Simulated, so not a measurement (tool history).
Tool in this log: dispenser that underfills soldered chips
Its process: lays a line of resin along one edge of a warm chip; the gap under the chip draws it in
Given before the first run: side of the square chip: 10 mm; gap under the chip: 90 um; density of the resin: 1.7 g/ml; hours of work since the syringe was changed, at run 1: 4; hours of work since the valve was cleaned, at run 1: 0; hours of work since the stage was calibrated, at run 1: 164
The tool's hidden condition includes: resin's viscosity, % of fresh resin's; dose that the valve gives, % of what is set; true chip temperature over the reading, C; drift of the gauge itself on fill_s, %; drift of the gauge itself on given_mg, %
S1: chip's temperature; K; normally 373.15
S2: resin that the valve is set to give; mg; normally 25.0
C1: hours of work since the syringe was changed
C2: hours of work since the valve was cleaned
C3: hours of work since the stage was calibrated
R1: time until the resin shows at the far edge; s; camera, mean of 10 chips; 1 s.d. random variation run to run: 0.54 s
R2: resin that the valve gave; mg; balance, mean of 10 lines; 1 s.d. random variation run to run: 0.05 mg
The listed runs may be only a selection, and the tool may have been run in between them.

run	hour	S1	S2	C1	C2	C3	R1	R2
1	0.0	373.15	25.0	4	0	164	62.5	25.00
# hour 5.2: new syringe of resin
2	13.1	373.15	25.0	6	9	173	69.4	24.74
# hour 16.2: new syringe of resin
3	26.2	373.15	25.1	7	18	182	77.2	24.69
# hour 27.3: new syringe of resin
4	37.3	373.15	27.5	7	26	189	75.9	26.97
# hour 38.8: new syringe of resin
# hour 50.7: new syringe of resin
5	51.2	373.15	25.0	0	35	199	44.7	24.27
# hour 62.0: new syringe of resin
6	64.7	367.15	25.0	2	45	208	62.0	24.19
# hour 73.3: new syringe of resin
7	76.5	373.15	27.3	2	53	216	51.8	26.24
# hour 80.6: dispensing valve cleaned and set on the balance
# hour 85.7: new syringe of resin
8	88.0	373.15	25.0	2	5	224	50.2	24.81
9	95.2	373.15	25.0	7	10	229	75.2	24.75
# hour 97.3: new syringe of resin
10	101.4	373.15	25.0	3	14	233	55.6	24.70
# hour 108.2: new syringe of resin
11	112.1	373.15	25.0	3	22	240	54.8	24.49
# hour 119.4: new syringe of resin
12	126.4	379.15	25.0	5	32	250	54.2	24.41
# hour 130.5: new syringe of resin
13	133.8	379.15	25.0	2	37	255	43.9	24.41
# hour 142.2: new syringe of resin
14	142.2	379.15	25.4	0	42	261	37.1	24.56
15	149.0	379.15	23.6	5	47	266	54.4	22.78
# hour 153.8: new syringe of resin
16	156.3	376.15	25.0	2	52	271	46.4	24.14
# hour 161.2: dispensing valve cleaned and set on the balance
# hour 166.0: new syringe of resin
17	172.0	376.15	25.0	4	7	281	56.6	24.89
# hour 177.1: new syringe of resin
18	181.3	366.15	26.5	3	14	287	71.1	26.30
# hour 188.8: new syringe of resin
19	192.4	373.15	21.5	3	22	295	57.2	21.24
# hour 199.8: new syringe of resin
20	205.0	373.15	21.5	4	30	304	60.1	21.09
# hour 210.8: new syringe of resin
21	219.1	380.15	26.1	6	40	314	56.1	25.42
# hour 222.1: new syringe of resin
22	226.3	380.15	29.4	3	45	318	43.5	28.51
# hour 233.3: new syringe of resin
23	235.8	368.15	29.9	2	51	325	58.5	28.96
# hour 241.6: dispensing valve cleaned and set on the balance
# hour 246.2: new syringe of resin
24	246.9	368.15	29.9	0	3	332	53.0	29.82
# hour 257.8: new syringe of resin
25	258.8	364.15	23.5	1	12	340	63.1	23.34
# hour 268.7: new syringe of resin
26	273.4	376.15	28.9	3	22	350	52.7	28.44
# hour 280.1: new syringe of resin
27	287.0	367.15	26.7	5	31	360	76.5	26.07
# hour 291.3: new syringe of resin
28	295.5	369.15	22.4	3	37	366	64.5	21.90
# hour 302.5: new syringe of resin
29	302.5	365.15	25.0	0	42	370	57.2	24.28
30	310.0	367.15	27.2	5	47	376	80.6	26.35

4 options for the next run, each taken on its own from the tool as it stands now. Forecast them:
# hour 313.5: new syringe of resin
A	317.4	359.15	31.2	3	52	381	?	?
# hour 313.5: new syringe of resin
B	317.4	367.15	25.6	3	52	381	?	?
# hour 313.5: new syringe of resin
C	317.4	362.15	28.2	3	52	381	?	?
# hour 313.5: new syringe of resin
D	317.4	384.15	26.6	3	52	381	?	?

run	R1	R2
A	85.8	30.15
B	64.9	24.69
C	76.6	27.22
D	38.6	25.64
The same runs, with their run-to-run variation unchanged, on a tool lacking any hidden condition would have given:
run	R1	R2
A	72.4	31.24
B	54.5	25.58
C	64.4	28.20
D	32.3	26.57
